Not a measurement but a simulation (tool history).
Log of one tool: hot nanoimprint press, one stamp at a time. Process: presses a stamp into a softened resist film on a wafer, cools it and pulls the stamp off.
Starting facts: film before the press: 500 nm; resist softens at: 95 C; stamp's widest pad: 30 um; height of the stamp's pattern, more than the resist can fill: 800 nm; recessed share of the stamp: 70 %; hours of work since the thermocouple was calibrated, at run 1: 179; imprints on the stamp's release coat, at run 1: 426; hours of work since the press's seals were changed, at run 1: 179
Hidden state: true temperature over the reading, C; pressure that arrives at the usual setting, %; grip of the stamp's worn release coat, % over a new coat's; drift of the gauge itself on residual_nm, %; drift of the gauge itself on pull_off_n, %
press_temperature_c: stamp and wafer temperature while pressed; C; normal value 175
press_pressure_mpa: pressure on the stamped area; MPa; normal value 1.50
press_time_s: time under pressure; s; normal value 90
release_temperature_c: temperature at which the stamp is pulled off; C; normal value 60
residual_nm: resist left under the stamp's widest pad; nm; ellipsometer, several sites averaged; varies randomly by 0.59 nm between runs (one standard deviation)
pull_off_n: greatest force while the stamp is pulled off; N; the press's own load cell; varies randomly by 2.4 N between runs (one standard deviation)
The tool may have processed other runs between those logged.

run,hour,press_temperature_c,press_pressure_mpa,press_time_s,release_temperature_c,hours of work since the thermocouple was calibrated,imprints on the stamp's release coat,hours of work since the press's seals were changed,residual_nm,pull_off_n
1,0.0,175,1.50,90,60,179,426,179,257.4,111
2,8.9,175,1.50,90,52,184,462,184,258.1,120
3,19.3,175,1.50,90,52,189,504,189,258.7,117
4,27.5,175,1.50,90,60,193,537,193,258.1,109
5,32.2,175,1.50,152,60,195,556,195,220.1,109
6,40.3,175,1.50,152,60,200,588,200,220.7,111
7,51.1,175,1.50,152,60,205,632,205,220.6,111
8,58.1,175,1.50,152,60,209,660,209,220.0,111
9,68.4,175,1.50,152,60,214,701,214,220.0,115
10,75.1,175,1.50,152,60,217,728,217,220.0,113
11,81.3,175,1.50,152,60,220,753,220,219.5,110
12,89.5,175,1.50,152,60,224,786,224,219.7,110
13,99.5,174,1.50,152,60,229,826,229,225.3,112
14,107.9,175,1.50,90,60,234,860,234,259.7,111
15,118.0,175,1.50,67,60,239,901,239,283.2,109
16,125.7,175,1.76,90,60,243,931,243,237.9,112
17,130.7,178,1.02,133,53,245,951,245,267.7,121
18,139.7,178,1.02,133,53,250,988,250,268.5,118
19,146.2,182,2.20,49,60,253,1014,253,216.7,111
20,152.5,186,1.19,124,49,256,1039,256,211.4,122
21,163.6,186,1.19,124,58,262,1084,262,212.3,116
22,170.0,186,1.19,124,58,265,1110,265,211.9,119
23,177.4,166,1.23,90,60,269,1139,269,346.4,110
24,186.4,166,1.23,90,60,273,1176,273,347.1,112
25,197.6,175,1.09,90,52,279,1221,279,308.1,123
26,205.3,166,1.09,90,52,283,1252,283,363.8,120
27,213.2,166,1.50,90,48,287,1283,287,318.0,126
28,224.5,166,1.50,90,48,292,1329,292,319.7,125
29,235.6,178,1.61,90,48,298,1373,298,235.9,128
30,246.4,167,1.61,56,48,303,1417,303,341.5,124
# hour 252.1: plate thermocouple calibrated
31,254.7,167,1.61,56,48,1,1438,306,340.7,128

Branching from run 31: 3 alternative next runs. What would each branch give?
A,259.4,177,1.50,90,51,4,1457,308,?,?
B,259.4,167,1.61,56,55,4,1457,308,?,?
C,259.4,175,2.06,90,50,4,1457,308,?,?

run,residual_nm,pull_off_n
A,250.6,117
B,339.9,122
C,219.5,128
Stripped of hidden state, with their random variation kept, the same runs would have yielded:
run,residual_nm,pull_off_n
A,246.7,116
B,334.8,122
C,216.1,127
